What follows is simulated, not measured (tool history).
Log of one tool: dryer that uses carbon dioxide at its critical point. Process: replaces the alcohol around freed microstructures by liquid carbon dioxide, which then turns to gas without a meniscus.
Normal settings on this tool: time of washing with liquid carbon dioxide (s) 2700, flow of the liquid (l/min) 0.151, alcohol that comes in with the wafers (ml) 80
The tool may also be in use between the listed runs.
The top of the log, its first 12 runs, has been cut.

run	hour	time of washing with liquid carbon dioxide (s)	flow of the liquid (l/min)	alcohol that comes in with the wafers (ml)	hours of work since the filter was changed	hours of work since the purifier's bed was changed	alcohol left in the vessel before it's heated (ppm by volume)
13	405.8	2700	0.151	80	141	79	304
14	441	2700	0.151	80	162	100	319
15	466.9	2700	0.151	80	178	115	328
16	487.2	2700	0.194	80	190	128	86
17	519.5	2700	0.194	80	210	147	81
18	559.7	2700	0.194	80	234	171	91
19	587.8	3780	0.151	80	251	188	52
20	623.2	3780	0.151	80	272	209	49
21	646	4200	0.151	80	286	223	36
22	683.4	2700	0.151	80	308	245	355
23	722.2	2700	0.151	80	331	269	364
24	755.3	3120	0.119	117	351	289	853
# hour 763.2: inlet filter changed
25	793.4	4140	0.234	117	18	311	24
26	835.6	4140	0.234	117	44	336	23
27	862.7	1680	0.096	117	60	353	12445
28	890.2	1680	0.096	117	76	369	12314
29	921.4	2760	0.176	23	95	388	64
30	960.7	2760	0.176	23	119	412	55
31	983.3	2880	0.112	67	132	425	811
32	1017.8	1680	0.112	67	153	446	5099
33	1052.4	2700	0.154	54	174	467	221
34	1076.9	2700	0.154	54	189	481	215

What will run 35 give?
35	1121.9	2700	0.154	23	216	508	?

{"run 35": {"alcohol left in the vessel before it's heated (ppm by volume)": 110}}
Minus the tool's unlogged condition, the same run would have read alcohol left in the vessel before it's heated (ppm by volume) 67.
